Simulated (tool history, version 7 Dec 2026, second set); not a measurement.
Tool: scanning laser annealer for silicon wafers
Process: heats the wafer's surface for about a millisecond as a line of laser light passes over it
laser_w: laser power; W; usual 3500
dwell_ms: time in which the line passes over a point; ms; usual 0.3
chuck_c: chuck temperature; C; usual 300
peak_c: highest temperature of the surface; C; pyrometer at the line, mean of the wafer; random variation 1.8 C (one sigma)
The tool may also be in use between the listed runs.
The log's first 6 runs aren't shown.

Run 7, hour 286.5: usual settings. Result: peak_c 1050 C.
At hour 295.9: window over the wafer cleaned.
Run 8, hour 335.5: usual settings. Result: peak_c 1077 C.
Run 9, hour 366.7: usual settings but chuck_c 279 C. Result: peak_c 1051 C.
Run 10, hour 404.7: usual settings but chuck_c 279 C. Result: peak_c 1047 C.
Run 11, hour 454.8: usual settings but dwell_ms 0.312 ms. Result: peak_c 1084 C.
Run 12, hour 502.3: usual settings but dwell_ms 0.312 ms. Result: peak_c 1074 C.
Run 13, hour 561.8: usual settings but laser_w 3461 W. Result: peak_c 1043 C.
Run 14, hour 618.9: usual settings. Result: peak_c 1048 C.
Run 15, hour 657.2: usual settings but laser_w 3709 W. Result: peak_c 1101 C.
Run 16, hour 693: usual settings but laser_w 3709 W. Result: peak_c 1091 C.
At hour 709.1: window over the wafer cleaned.
Run 17, hour 733.6: usual settings but laser_w 3709 W. Result: peak_c 1130 C.
Run 18, hour 760.3: usual settings but laser_w 3709 W, dwell_ms 0.288 ms. Result: peak_c 1108 C.
Run 19, hour 807.6: usual settings but laser_w 3493 W. Result: peak_c 1065 C.
Run 20, hour 833.1: usual settings but laser_w 3493 W. Result: peak_c 1062 C.

The next listed run, before its measurement:
Run 21, hour 875.2: usual settings but laser_w 3493 W, chuck_c 319 C. Result: peak_c ?.

Run 21 gave peak_c 1078 C.
Without the tool's hidden state the same run would have given peak_c 1100 C.
